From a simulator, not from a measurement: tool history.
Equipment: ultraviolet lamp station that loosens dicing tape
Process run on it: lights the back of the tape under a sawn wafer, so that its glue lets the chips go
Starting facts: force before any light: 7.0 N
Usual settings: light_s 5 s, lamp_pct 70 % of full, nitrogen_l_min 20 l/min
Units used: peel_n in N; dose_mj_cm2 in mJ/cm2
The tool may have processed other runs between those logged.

run	hour	light_s	lamp_pct	nitrogen_l_min	peel_n	dose_mj_cm2
1	0.0	5	70	20	1.424	211
# hour 30.3: window cleaned of glue's vapour
2	93.5	5	70	20	1.188	245
3	190.0	5	70	20	1.187	238
4	247.9	5	70	20	1.246	233
5	321.9	5	70	20	1.287	227
6	405.8	5	75	20	1.127	244
7	494.6	5	75	20	1.204	235
8	573.1	5	75	20	1.242	230
9	634.4	5	75	20	1.281	224
10	722.8	5	70	6	2.708	204
11	783.1	5	70	6	2.751	198
12	847.3	4	97	27	1.150	218
# hour 906.0: window cleaned of glue's vapour
13	935.3	9	92	20	0.273	530
14	1009.0	5	89	7	1.737	282
15	1066.2	5	89	7	1.806	275
16	1114.6	5	85	38	0.704	264
17	1166.4	5	85	38	0.724	256

3 options for the next run, each taken on its own from the tool as it stands now. Forecast them:
A	1263.0	3	72	8	?	?
B	1263.0	6	66	12	?	?
C	1263.0	2	67	11	?	?

run	peel_n	dose_mj_cm2
A	3.571	127
B	1.669	234
C	4.382	80
Without the tool's unlogged condition, the same runs would have read:
run	peel_n	dose_mj_cm2
A	2.740	178
B	0.981	328
C	3.622	112

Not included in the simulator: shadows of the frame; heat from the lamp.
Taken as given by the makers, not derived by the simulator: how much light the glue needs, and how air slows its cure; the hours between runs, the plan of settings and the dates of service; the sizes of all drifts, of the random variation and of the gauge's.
